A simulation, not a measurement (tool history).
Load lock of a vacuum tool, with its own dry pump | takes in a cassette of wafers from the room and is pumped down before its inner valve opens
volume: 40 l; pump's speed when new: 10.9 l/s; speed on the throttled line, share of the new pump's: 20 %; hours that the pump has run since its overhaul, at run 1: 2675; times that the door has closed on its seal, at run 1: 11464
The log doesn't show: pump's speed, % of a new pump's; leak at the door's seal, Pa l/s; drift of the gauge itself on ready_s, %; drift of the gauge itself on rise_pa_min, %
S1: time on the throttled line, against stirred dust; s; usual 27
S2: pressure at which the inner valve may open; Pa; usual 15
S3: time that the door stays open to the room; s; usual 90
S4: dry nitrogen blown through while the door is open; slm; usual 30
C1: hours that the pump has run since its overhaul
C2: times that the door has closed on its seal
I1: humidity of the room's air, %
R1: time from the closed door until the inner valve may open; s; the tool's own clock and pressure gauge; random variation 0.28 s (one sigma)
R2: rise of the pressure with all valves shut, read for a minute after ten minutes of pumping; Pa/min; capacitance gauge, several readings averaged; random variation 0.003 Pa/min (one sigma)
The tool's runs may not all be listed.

| run | hour | S1 | S2 | S3 | S4 | C1 | C2 | I1 | R1 | R2 |
|---|---|---|---|---|---|---|---|---|---|---|
| 1 | 0 | 27 | 15 | 90 | 30 | 2675 | 11464 | 42.4 | 54.7 | 0.063 |
| 2 | 288.8 | 27 | 15 | 90 | 30 | 2964 | 12318 | 46.5 | 55.4 | 0.067 |
| 3 | 537.7 | 27 | 15 | 90 | 30 | 3213 | 13055 | 44.7 | 55.2 | 0.062 |
| 4 | 819.3 | 27 | 15 | 90 | 30 | 3494 | 13887 | 43 | 55.8 | 0.076 |
| 5 | 1084.6 | 27 | 15 | 90 | 30 | 3760 | 14672 | 45.1 | 56.1 | 0.072 |
| 6 | 1343.4 | 27 | 15 | 90 | 30 | 4018 | 15437 | 42.9 | 55.4 | 0.078 |
| 7 | 1525.9 | 27 | 15 | 90 | 30 | 4201 | 15977 | 45.9 | 55.6 | 0.077 |
| 8 | 1663.7 | 27 | 15 | 204 | 30 | 4339 | 16385 | 49.4 | 55.6 | 0.099 |
| 9 | 1882.3 | 27 | 15 | 204 | 30 | 4557 | 17031 | 45.9 | 55.9 | 0.101 |
| 10 | 2149 | 27 | 12 | 204 | 30 | 4824 | 17820 | 44.7 | 56.5 | 0.099 |
| 11 | 2432.2 | 27 | 12 | 204 | 30 | 5107 | 18657 | 44.1 | 56.7 | 0.105 |
| 12 | 2651.8 | 27 | 12 | 204 | 6 | 5327 | 19307 | 43.7 | 56.5 | 0.125 |
| 13 | 2951.9 | 27 | 17 | 90 | 30 | 5627 | 20194 | 43.6 | 55.9 | 0.099 |
| 14 | 3247.4 | 20 | 15 | 90 | 30 | 5923 | 21068 | 45.6 | 50.5 | 0.101 |
| 15 | 3445.3 | 33 | 15 | 90 | 30 | 6120 | 21654 | 45.6 | 61 | 0.1 |
| 16 | 3629.9 | 27 | 15 | 90 | 30 | 6305 | 22200 | 43.9 | 56.2 | 0.103 |
| 17 | 3751.9 | 27 | 20 | 90 | 30 | 6427 | 22561 | 43.4 | 55 | 0.107 |
| 18 | 3878.4 | 27 | 20 | 90 | 30 | 6553 | 22934 | 42.8 | 54.9 | 0.109 |
| 19 | 4069.2 | 27 | 20 | 90 | 30 | 6744 | 23499 | 45.2 | 55.1 | 0.109 |
| 20 | 4272.1 | 27 | 20 | 96 | 30 | 6947 | 24099 | 47.3 | 55.7 | 0.112 |
| 21 | 4457.8 | 27 | 16 | 96 | 30 | 7133 | 24648 | 43.5 | 56.9 | 0.123 |
| 22 | 4666.5 | 44 | 16 | 195 | 8 | 7342 | 25265 | 45.5 | 70.1 | 0.153 |
| 23 | 4893.5 | 19 | 20 | 90 | 30 | 7569 | 25937 | 42.4 | 49.6 | 0.12 |

Run 24 comes next. What will it give?
| 24 | 5019.2 | 19 | 20 | 90 | 30 | 7694 | 26308 | 41 | ? | ? |

R1: 49.3 s
R2: 0.121 Pa/min
Without the tool's hidden state the same run would have given R1 46.6 s, R2 0.03 Pa/min.

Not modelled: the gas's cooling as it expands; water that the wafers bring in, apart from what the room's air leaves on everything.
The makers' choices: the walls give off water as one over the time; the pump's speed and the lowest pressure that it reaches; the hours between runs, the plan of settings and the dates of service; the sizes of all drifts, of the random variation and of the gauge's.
